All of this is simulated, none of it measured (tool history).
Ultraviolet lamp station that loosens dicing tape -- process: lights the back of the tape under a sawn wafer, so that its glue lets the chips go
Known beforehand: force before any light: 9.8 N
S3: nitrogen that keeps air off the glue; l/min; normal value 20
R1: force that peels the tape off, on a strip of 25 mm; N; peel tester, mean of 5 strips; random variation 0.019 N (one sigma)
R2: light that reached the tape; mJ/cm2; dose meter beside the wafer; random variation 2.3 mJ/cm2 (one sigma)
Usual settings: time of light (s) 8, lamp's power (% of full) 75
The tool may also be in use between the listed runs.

{"run": 1, "day": 0.0, "time of light (s)": 8, "lamp's power (% of full)": 75, "S3": 20, "R1": 1.209, "R2": 200}
{"run": 2, "day": 0.421, "time of light (s)": 8, "lamp's power (% of full)": 75, "S3": 20, "R1": 1.268, "R2": 203}
{"run": 3, "day": 1.208, "time of light (s)": 8, "lamp's power (% of full)": 75, "S3": 20, "R1": 1.206, "R2": 201}
{"run": 4, "day": 1.817, "time of light (s)": 8, "lamp's power (% of full)": 75, "S3": 20, "R1": 1.213, "R2": 205}
{"run": 5, "day": 2.679, "time of light (s)": 8, "lamp's power (% of full)": 75, "S3": 20, "R1": 1.304, "R2": 203}
{"run": 6, "day": 3.258, "time of light (s)": 8, "lamp's power (% of full)": 75, "S3": 20, "R1": 1.236, "R2": 197}
{"run": 7, "day": 4.138, "time of light (s)": 8, "lamp's power (% of full)": 75, "S3": 20, "R1": 1.291, "R2": 195}
{"run": 8, "day": 4.846, "time of light (s)": 8, "lamp's power (% of full)": 75, "S3": 14, "R1": 1.543, "R2": 197}
{"run": 9, "day": 5.312, "time of light (s)": 8, "lamp's power (% of full)": 75, "S3": 20, "R1": 1.297, "R2": 194}
{"run": 10, "day": 6.121, "time of light (s)": 8, "lamp's power (% of full)": 75, "S3": 10, "R1": 1.867, "R2": 196}
{"run": 11, "day": 6.804, "time of light (s)": 8, "lamp's power (% of full)": 75, "S3": 10, "R1": 1.812, "R2": 200}
{"run": 12, "day": 7.612, "time of light (s)": 8, "lamp's power (% of full)": 75, "S3": 10, "R1": 1.856, "R2": 193}
{"run": 13, "day": 8.083, "time of light (s)": 8, "lamp's power (% of full)": 75, "S3": 10, "R1": 1.921, "R2": 193}
{"run": 14, "day": 8.533, "time of light (s)": 8, "lamp's power (% of full)": 75, "S3": 33, "R1": 1.081, "R2": 192}
{"run": 15, "day": 9.296, "time of light (s)": 8, "lamp's power (% of full)": 75, "S3": 33, "R1": 1.09, "R2": 194}
{"run": 16, "day": 9.7, "time of light (s)": 8, "lamp's power (% of full)": 75, "S3": 33, "R1": 1.081, "R2": 192}
{"run": 17, "day": 10.288, "time of light (s)": 8, "lamp's power (% of full)": 75, "S3": 33, "R1": 1.136, "R2": 193}
{"run": 18, "day": 10.975, "time of light (s)": 8, "lamp's power (% of full)": 75, "S3": 33, "R1": 1.15, "R2": 187}
{"run": 19, "day": 11.85, "time of light (s)": 10, "lamp's power (% of full)": 75, "S3": 33, "R1": 0.712, "R2": 229}
{"run": 20, "day": 12.667, "time of light (s)": 6, "lamp's power (% of full)": 75, "S3": 20, "R1": 2.321, "R2": 144}
{"run": 21, "day": 13.512, "time of light (s)": 6, "lamp's power (% of full)": 75, "S3": 20, "R1": 2.322, "R2": 139}
{"run": 22, "day": 13.983, "time of light (s)": 6, "lamp's power (% of full)": 75, "S3": 20, "R1": 2.328, "R2": 139}
{"run": 23, "day": 14.517, "time of light (s)": 13, "lamp's power (% of full)": 83, "S3": 20, "R1": 0.392, "R2": 340}
{"run": 24, "day": 15.217, "time of light (s)": 15, "lamp's power (% of full)": 77, "S3": 13, "R1": 0.446, "R2": 355}
{"run": 25, "day": 16.017, "time of light (s)": 6, "lamp's power (% of full)": 62, "S3": 17, "R1": 3.223, "R2": 110}
{"run": 26, "day": 16.75, "time of light (s)": 6, "lamp's power (% of full)": 62, "S3": 17, "R1": 3.198, "R2": 112}
{"run": 27, "day": 17.471, "time of light (s)": 6, "lamp's power (% of full)": 62, "S3": 17, "R1": 3.187, "R2": 110}
{"run": 28, "day": 18.258, "time of light (s)": 13, "lamp's power (% of full)": 75, "S3": 20, "R1": 0.54, "R2": 296}
{"run": 29, "day": 18.742, "time of light (s)": 13, "lamp's power (% of full)": 75, "S3": 20, "R1": 0.559, "R2": 293}
{"run": 30, "day": 19.212, "time of light (s)": 13, "lamp's power (% of full)": 91, "S3": 9, "R1": 0.607, "R2": 353}
{"run": 31, "day": 19.579, "time of light (s)": 7, "lamp's power (% of full)": 69, "S3": 9, "R1": 2.952, "R2": 143}
{"run": 32, "day": 20.408, "time of light (s)": 7, "lamp's power (% of full)": 69, "S3": 9, "R1": 2.991, "R2": 141}
{"day": 20.65, "done": "window cleaned of glue's vapour"}
{"run": 33, "day": 21.017, "time of light (s)": 8, "lamp's power (% of full)": 73, "S3": 16, "R1": 1.615, "R2": 182}
{"run": 34, "day": 21.375, "time of light (s)": 8, "lamp's power (% of full)": 73, "S3": 16, "R1": 1.661, "R2": 186}
{"run": 35, "day": 22.058, "time of light (s)": 8, "lamp's power (% of full)": 73, "S3": 16, "R1": 1.649, "R2": 186}
{"run": 36, "day": 22.712, "time of light (s)": 5, "lamp's power (% of full)": 62, "S3": 17, "R1": 3.762, "R2": 95}
{"run": 37, "day": 23.258, "time of light (s)": 4, "lamp's power (% of full)": 75, "S3": 19, "R1": 3.781, "R2": 94}
{"run": 38, "day": 24.017, "time of light (s)": 4, "lamp's power (% of full)": 75, "S3": 19, "R1": 3.614, "R2": 91}
{"run": 39, "day": 24.796, "time of light (s)": 4, "lamp's power (% of full)": 75, "S3": 19, "R1": 3.711, "R2": 95}
{"run": 40, "day": 25.408, "time of light (s)": 5, "lamp's power (% of full)": 93, "S3": 29, "R1": 2.031, "R2": 144}
{"run": 41, "day": 25.883, "time of light (s)": 13, "lamp's power (% of full)": 90, "S3": 27, "R1": 0.271, "R2": 357}
{"run": 42, "day": 26.392, "time of light (s)": 13, "lamp's power (% of full)": 90, "S3": 27, "R1": 0.267, "R2": 356}
{"run": 43, "day": 26.996, "time of light (s)": 13, "lamp's power (% of full)": 90, "S3": 18, "R1": 0.365, "R2": 358}
{"run": 44, "day": 27.588, "time of light (s)": 13, "lamp's power (% of full)": 90, "S3": 10, "R1": 0.559, "R2": 355}

4 ways to go on from here, each from the tool as it stands after run 44. What would each give?
{"run": "A", "day": 28.129, "time of light (s)": 8, "lamp's power (% of full)": 68, "S3": 20, "R1": "?", "R2": "?"}
{"run": "B", "day": 28.129, "time of light (s)": 6, "lamp's power (% of full)": 73, "S3": 7, "R1": "?", "R2": "?"}
{"run": "C", "day": 28.129, "time of light (s)": 12, "lamp's power (% of full)": 95, "S3": 20, "R1": "?", "R2": "?"}
{"run": "D", "day": 28.129, "time of light (s)": 5, "lamp's power (% of full)": 90, "S3": 40, "R1": "?", "R2": "?"}

run=A R1=1.86 R2=168
run=B R1=3.434 R2=135
run=C R1=0.372 R2=342
run=D R1=1.992 R2=132
With the hidden condition removed and each run's random variation left untouched, the same runs would have given:
run=A R1=1.161 R2=216
run=B R1=2.559 R2=174
run=C R1=0.197 R2=442
run=D R1=1.264 R2=172
